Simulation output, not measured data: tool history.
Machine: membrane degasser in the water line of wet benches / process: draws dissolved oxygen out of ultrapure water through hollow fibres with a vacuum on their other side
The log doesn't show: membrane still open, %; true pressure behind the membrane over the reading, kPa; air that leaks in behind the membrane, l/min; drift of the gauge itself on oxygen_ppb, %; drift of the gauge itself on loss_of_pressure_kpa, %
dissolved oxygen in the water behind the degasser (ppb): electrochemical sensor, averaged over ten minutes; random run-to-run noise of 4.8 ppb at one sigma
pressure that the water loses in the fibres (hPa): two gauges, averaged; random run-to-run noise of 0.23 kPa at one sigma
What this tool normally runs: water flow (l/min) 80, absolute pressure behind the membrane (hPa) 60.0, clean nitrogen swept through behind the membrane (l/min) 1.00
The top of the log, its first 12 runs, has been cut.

run	day	water flow (l/min)	absolute pressure behind the membrane (hPa)	clean nitrogen swept through behind the membrane (l/min)	hours since the membrane was changed	hours since the vacuum gauge was calibrated	hours since the vacuum lines were made tight	dissolved oxygen in the water behind the degasser (ppb)	pressure that the water loses in the fibres (hPa)
13	39.954	80	60.0	1.00	1471	6264	135	501.8	596.3
14	43.579	80	60.0	1.00	1558	6351	222	519.9	592.6
# day 45.054: vacuum gauge calibrated
15	45.562	80	60.0	1.00	1606	12	269	529.8	595.7
16	48.250	80	60.0	1.00	1670	77	334	533.5	594.7
17	50.792	82	87.6	1.52	1731	138	395	678.4	615.1
18	53.188	82	87.6	1.52	1788	195	452	694.4	611.0
19	56.675	82	87.6	1.52	1872	279	536	689.6	612.3
20	58.929	48	59.5	1.93	1926	333	590	201.8	360.4
21	63.150	48	59.5	1.93	2028	434	691	206.2	354.6
# day 64.142: vacuum gauge calibrated, once more
22	65.025	81	60.0	1.00	2072	21	736	485.5	603.6
23	68.154	81	60.0	1.00	2147	96	811	476.6	607.4
24	71.538	116	134.7	1.00	2228	178	892	1716.3	869.8
25	75.379	116	51.3	1.00	2321	270	984	548.9	864.3
26	79.458	116	51.3	1.00	2418	368	1082	558.8	865.3
27	81.483	50	65.4	2.57	2467	416	1131	184.9	372.6
28	84.196	74	49.2	1.03	2532	481	1196	312.9	554.1
29	86.921	48	53.9	2.21	2598	547	1261	141.9	359.2
30	89.033	48	53.9	2.21	2648	597	1312	144.6	363.1
31	91.492	89	41.8	0.47	2707	656	1371	360.7	665.1
32	94.429	81	65.1	2.79	2778	727	1441	328.4	604.3

Predict each of these 4 candidate next runs independently; none follows another, all start after run 32:
A	98.654	81	68.3	1.01	2879	828	1543	?	?
B	98.654	57	44.6	0.67	2879	828	1543	?	?
C	98.654	81	50.6	0.86	2879	828	1543	?	?
D	98.654	72	88.0	2.79	2879	828	1543	?	?

run	dissolved oxygen in the water behind the degasser (ppb)	pressure that the water loses in the fibres (hPa)
A	589.2	605.6
B	235.1	424.1
C	391.9	604.3
D	398.5	540.8
Stripped of hidden state, with their random variation kept, the same runs would have yielded:
run	dissolved oxygen in the water behind the degasser (ppb)	pressure that the water loses in the fibres (hPa)
A	581.3	598.8
B	229.2	419.4
C	383.5	597.6
D	392.6	534.7
